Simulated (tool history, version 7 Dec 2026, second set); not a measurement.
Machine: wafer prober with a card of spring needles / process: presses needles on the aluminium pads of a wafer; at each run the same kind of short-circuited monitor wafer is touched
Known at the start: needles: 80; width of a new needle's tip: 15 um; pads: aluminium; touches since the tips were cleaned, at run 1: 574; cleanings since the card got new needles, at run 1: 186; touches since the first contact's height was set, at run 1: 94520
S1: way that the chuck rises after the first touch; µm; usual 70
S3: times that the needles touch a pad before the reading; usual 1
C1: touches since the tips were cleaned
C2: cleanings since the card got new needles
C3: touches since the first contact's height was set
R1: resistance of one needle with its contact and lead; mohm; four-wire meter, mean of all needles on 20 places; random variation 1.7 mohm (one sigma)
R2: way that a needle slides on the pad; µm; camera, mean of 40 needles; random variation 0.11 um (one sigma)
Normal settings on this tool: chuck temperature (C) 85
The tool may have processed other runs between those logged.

run 1 hour=0 | S1=70 chuck_temperature_(C)=85 S3=1 | C1=574 C2=186 C3=94520 | R1=192 R2=13.65
-- hour=3.1 tips cleaned on abrasive film
-- hour=7.1 tips cleaned on abrasive film
-- hour=12.2 tips cleaned on abrasive film
-- hour=17.3 tips cleaned on abrasive film
-- hour=22.3 tips cleaned on abrasive film
-- hour=26.4 tips cleaned on abrasive film
-- hour=31.5 tips cleaned on abrasive film
-- hour=36.5 tips cleaned on abrasive film
run 2 hour=37.8 | S1=70 chuck_temperature_(C)=85 S3=1 | C1=655 C2=194 C3=113165 | R1=191 R2=13.62
-- hour=40.9 tips cleaned on abrasive film
-- hour=45 tips cleaned on abrasive film
-- hour=49.1 tips cleaned on abrasive film
-- hour=54.1 tips cleaned on abrasive film
-- hour=59.2 tips cleaned on abrasive film
-- hour=63.3 tips cleaned on abrasive film
run 3 hour=64.6 | S1=70 chuck_temperature_(C)=85 S3=1 | C1=671 C2=200 C3=126330 | R1=189 R2=13.59
-- hour=67.7 tips cleaned on abrasive film
-- hour=72.7 tips cleaned on abrasive film
-- hour=76.8 tips cleaned on abrasive film
-- hour=80.9 tips cleaned on abrasive film
-- hour=85.9 tips cleaned on abrasive film
run 4 hour=86.8 | S1=70 chuck_temperature_(C)=85 S3=1 | C1=417 C2=205 C3=137241 | R1=192 R2=13.6
-- hour=90.8 tips cleaned on abrasive film
-- hour=95.9 tips cleaned on abrasive film
-- hour=100 tips cleaned on abrasive film
-- hour=104 tips cleaned on abrasive film
run 5 hour=107.4 | S1=70 chuck_temperature_(C)=85 S3=1 | C1=1687 C2=209 C3=147424 | R1=202 R2=13.56
-- hour=108.5 tips cleaned on abrasive film
-- hour=112.5 tips cleaned on abrasive film
-- hour=116.6 tips cleaned on abrasive film
-- hour=120.7 tips cleaned on abrasive film
-- hour=124.8 tips cleaned on abrasive film
-- hour=127 height of the first contact set anew
-- hour=130.1 tips cleaned on abrasive film
run 6 hour=133.5 | S1=70 chuck_temperature_(C)=85 S3=1 | C1=1697 C2=215 C3=3197 | R1=200 R2=14.11
-- hour=134.6 tips cleaned on abrasive film
-- hour=139.7 tips cleaned on abrasive film
-- hour=144.7 tips cleaned on abrasive film
-- hour=148.8 tips cleaned on abrasive film
-- hour=152.9 tips cleaned on abrasive film
run 7 hour=154.7 | S1=70 chuck_temperature_(C)=85 S3=1 | C1=947 C2=220 C3=13640 | R1=193 R2=14
-- hour=157.8 tips cleaned on abrasive film
-- hour=161.9 tips cleaned on abrasive film
-- hour=166 tips cleaned on abrasive film
-- hour=170 tips cleaned on abrasive film
-- hour=174.1 tips cleaned on abrasive film
-- hour=179.2 tips cleaned on abrasive film
run 8 hour=180.1 | S1=70 chuck_temperature_(C)=85 S3=1 | C1=491 C2=226 C3=26124 | R1=190 R2=13.88
-- hour=184.2 tips cleaned on abrasive film
-- hour=188.3 tips cleaned on abrasive film
-- hour=192.3 tips cleaned on abrasive film
-- hour=196.4 tips cleaned on abrasive film
-- hour=200.5 tips cleaned on abrasive film
-- hour=204.6 tips cleaned on abrasive film
-- hour=208.6 tips cleaned on abrasive film
run 9 hour=212 | S1=70 chuck_temperature_(C)=85 S3=1 | C1=1719 C2=233 C3=41836 | R1=200 R2=13.91
-- hour=213.1 tips cleaned on abrasive film
-- hour=217.2 tips cleaned on abrasive film
-- hour=221.3 tips cleaned on abrasive film
-- hour=226.3 tips cleaned on abrasive film
-- hour=231.4 tips cleaned on abrasive film
-- hour=235.5 tips cleaned on abrasive film
-- hour=240.5 tips cleaned on abrasive film
run 10 hour=244.2 | S1=70 chuck_temperature_(C)=85 S3=1 | C1=1845 C2=240 C3=57674 | R1=204 R2=14.05
-- hour=245.3 tips cleaned on abrasive film
-- hour=249.4 tips cleaned on abrasive film
-- hour=254.4 tips cleaned on abrasive film
-- hour=258.5 tips cleaned on abrasive film
-- hour=262.6 tips cleaned on abrasive film
-- hour=267.6 tips cleaned on abrasive film
-- hour=271.7 tips cleaned on abrasive film
-- hour=275.8 tips cleaned on abrasive film
-- hour=279.8 tips cleaned on abrasive film
run 11 hour=280.9 | S1=70 chuck_temperature_(C)=85 S3=1 | C1=525 C2=249 C3=75689 | R1=191 R2=13.67
-- hour=284 tips cleaned on abrasive film
-- hour=289 tips cleaned on abrasive film
-- hour=293.1 tips cleaned on abrasive film
-- hour=297.2 tips cleaned on abrasive film
-- hour=302.2 tips cleaned on abrasive film
-- hour=314.2 card fitted with new needles
run 12 hour=315.2 | S1=84 chuck_temperature_(C)=57 S3=1 | C1=489 C2=0 C3=489 | R1=174 R2=16.9
-- hour=319.3 tips cleaned on abrasive film
-- hour=324.3 tips cleaned on abrasive film
-- hour=328.4 tips cleaned on abrasive film
run 13 hour=332 | S1=62 chuck_temperature_(C)=85 S3=1 | C1=1810 C2=3 C3=8795 | R1=198 R2=12.5
-- hour=333.1 tips cleaned on abrasive film
-- hour=337.2 tips cleaned on abrasive film
-- hour=342.2 tips cleaned on abrasive film
-- hour=346.3 tips cleaned on abrasive film
-- hour=351.4 tips cleaned on abrasive film
-- hour=355.4 tips cleaned on abrasive film
-- hour=359.5 tips cleaned on abrasive film
-- hour=363.6 tips cleaned on abrasive film
run 14 hour=366.7 | S1=62 chuck_temperature_(C)=44 S3=3 | C1=1567 C2=11 C3=25853 | R1=178 R2=12.39
-- hour=367.8 tips cleaned on abrasive film
-- hour=371.9 tips cleaned on abrasive film
-- hour=376.9 tips cleaned on abrasive film
-- hour=381 tips cleaned on abrasive film
-- hour=385.1 tips cleaned on abrasive film
-- hour=389.1 tips cleaned on abrasive film
-- hour=393.2 tips cleaned on abrasive film
run 15 hour=394.1 | S1=75 chuck_temperature_(C)=94 S3=2 | C1=474 C2=18 C3=39325 | R1=186 R2=14.78
-- hour=398.2 tips cleaned on abrasive film
-- hour=403.3 tips cleaned on abrasive film
-- hour=407.4 tips cleaned on abrasive film
run 16 hour=410.7 | S1=68 chuck_temperature_(C)=37 S3=1 | C1=1697 C2=21 C3=47519 | R1=188 R2=13.56
-- hour=411.8 tips cleaned on abrasive film
-- hour=415.9 tips cleaned on abrasive film
-- hour=420 tips cleaned on abrasive film
-- hour=425 tips cleaned on abrasive film
-- hour=430.1 tips cleaned on abrasive film
-- hour=435.1 tips cleaned on abrasive film
-- hour=440.2 tips cleaned on abrasive film
-- hour=444.3 tips cleaned on abrasive film
-- hour=448.3 tips cleaned on abrasive film
run 17 hour=448.4 | S1=68 chuck_temperature_(C)=37 S3=1 | C1=30 C2=30 C3=66038 | R1=174 R2=13.43
-- hour=452.5 tips cleaned on abrasive film
-- hour=456.6 tips cleaned on abrasive film
-- hour=460.6 tips cleaned on abrasive film
-- hour=465.7 tips cleaned on abrasive film
-- hour=469.8 tips cleaned on abrasive film
-- hour=473.8 tips cleaned on abrasive film
run 18 hour=474.6 | S1=68 chuck_temperature_(C)=37 S3=1 | C1=401 C2=36 C3=78936 | R1=173 R2=13.42
-- hour=478.7 tips cleaned on abrasive film
-- hour=482.8 tips cleaned on abrasive film
-- hour=486.8 tips cleaned on abrasive film
-- hour=490.9 tips cleaned on abrasive film
-- hour=496 tips cleaned on abrasive film
-- hour=501 tips cleaned on abrasive film
-- hour=505.1 tips cleaned on abrasive film
-- hour=510.2 tips cleaned on abrasive film
run 19 hour=510.2 | S1=68 chuck_temperature_(C)=37 S3=1 | C1=2 C2=44 C3=96428 | R1=174 R2=13.45
-- hour=515 tips cleaned on abrasive film
-- hour=519.1 tips cleaned on abrasive film
-- hour=523.1 tips cleaned on abrasive film
-- hour=527.2 tips cleaned on abrasive film
-- hour=531.3 tips cleaned on abrasive film
-- hour=536.3 tips cleaned on abrasive film
-- hour=541.4 tips cleaned on abrasive film
run 20 hour=543.9 | S1=70 chuck_temperature_(C)=28 S3=1 | C1=1277 C2=51 C3=113077 | R1=183 R2=13.58
-- hour=546 tips cleaned on abrasive film
-- hour=551.1 tips cleaned on abrasive film
-- hour=555.2 tips cleaned on abrasive film
-- hour=560.2 tips cleaned on abrasive film
-- hour=565.3 tips cleaned on abrasive film
-- hour=569.4 tips cleaned on abrasive film
-- hour=574.4 tips cleaned on abrasive film
run 21 hour=578.3 | S1=70 chuck_temperature_(C)=28 S3=1 | C1=1933 C2=58 C3=130001 | R1=192 R2=13.48

What if the next run were any one of these 3? Each begins from the tool's condition after run 21:
-- hour=579.3 tips cleaned on abrasive film
-- hour=583.4 tips cleaned on abrasive film
-- hour=587.5 tips cleaned on abrasive film
-- hour=591.6 tips cleaned on abrasive film
-- hour=595.6 tips cleaned on abrasive film
-- hour=599.7 tips cleaned on abrasive film
-- hour=604.8 tips cleaned on abrasive film
-- hour=608.8 tips cleaned on abrasive film
-- hour=612.9 tips cleaned on abrasive film
-- hour=618 tips cleaned on abrasive film
run A hour=618.6 | S1=70 chuck_temperature_(C)=28 S3=1 | C1=325 C2=68 C3=149815 | R1=? R2=?
-- hour=579.3 tips cleaned on abrasive film
-- hour=583.4 tips cleaned on abrasive film
-- hour=587.5 tips cleaned on abrasive film
-- hour=591.6 tips cleaned on abrasive film
-- hour=595.6 tips cleaned on abrasive film
-- hour=599.7 tips cleaned on abrasive film
-- hour=604.8 tips cleaned on abrasive film
-- hour=608.8 tips cleaned on abrasive film
-- hour=612.9 tips cleaned on abrasive film
-- hour=618 tips cleaned on abrasive film
run B hour=618.6 | S1=70 chuck_temperature_(C)=56 S3=1 | C1=325 C2=68 C3=149815 | R1=? R2=?
-- hour=579.3 tips cleaned on abrasive film
-- hour=583.4 tips cleaned on abrasive film
-- hour=587.5 tips cleaned on abrasive film
-- hour=591.6 tips cleaned on abrasive film
-- hour=595.6 tips cleaned on abrasive film
-- hour=599.7 tips cleaned on abrasive film
-- hour=604.8 tips cleaned on abrasive film
-- hour=608.8 tips cleaned on abrasive film
-- hour=612.9 tips cleaned on abrasive film
-- hour=618 tips cleaned on abrasive film
run C hour=618.6 | S1=70 chuck_temperature_(C)=86 S3=1 | C1=325 C2=68 C3=149815 | R1=? R2=?

run=A R1=175 R2=13.47
run=B R1=178 R2=13.77
run=C R1=186 R2=13.64
Without the tool's unlogged condition, the same runs would have read:
run=A R1=167 R2=14.09
run=B R1=171 R2=14.4
run=C R1=179 R2=14.26
